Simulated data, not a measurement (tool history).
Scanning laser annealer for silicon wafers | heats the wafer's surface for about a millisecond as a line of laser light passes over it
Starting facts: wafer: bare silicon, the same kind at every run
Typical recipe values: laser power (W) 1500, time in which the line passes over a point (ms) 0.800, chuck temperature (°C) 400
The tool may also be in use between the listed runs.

| run | hour | laser power (W) | time in which the line passes over a point (ms) | chuck temperature (°C) | highest temperature of the surface (°C) |
|---|---|---|---|---|---|
| 1 | 0.0 | 1500 | 0.800 | 400 | 1105 |
| 2 | 37.5 | 1500 | 0.800 | 433 | 1139 |
| 3 | 56.1 | 1500 | 0.800 | 400 | 1107 |
| 4 | 84.3 | 1500 | 0.800 | 400 | 1107 |
| 5 | 120.4 | 1500 | 0.800 | 400 | 1106 |
| 6 | 151.4 | 1500 | 0.800 | 400 | 1106 |
| 7 | 178.3 | 1500 | 0.800 | 400 | 1107 |
|  | 188.4 | window over the wafer cleaned |
| 8 | 209.7 | 1500 | 0.800 | 428 | 1134 |
| 9 | 238.5 | 1500 | 0.800 | 428 | 1137 |
| 10 | 264.2 | 1500 | 0.800 | 421 | 1130 |
| 11 | 289.4 | 1500 | 0.800 | 421 | 1132 |
| 12 | 321.1 | 1519 | 0.800 | 421 | 1145 |
| 13 | 356.3 | 1645 | 0.696 | 400 | 1140 |
| 14 | 386.0 | 1285 | 0.609 | 385 | 880 |

The next listed run, before its measurement:
| 15 | 415.4 | 1561 | 0.726 | 408 | ? |

highest temperature of the surface (°C): 1111
The same run, on a tool lacking any hidden state, would have yielded highest temperature of the surface (°C) 1111.
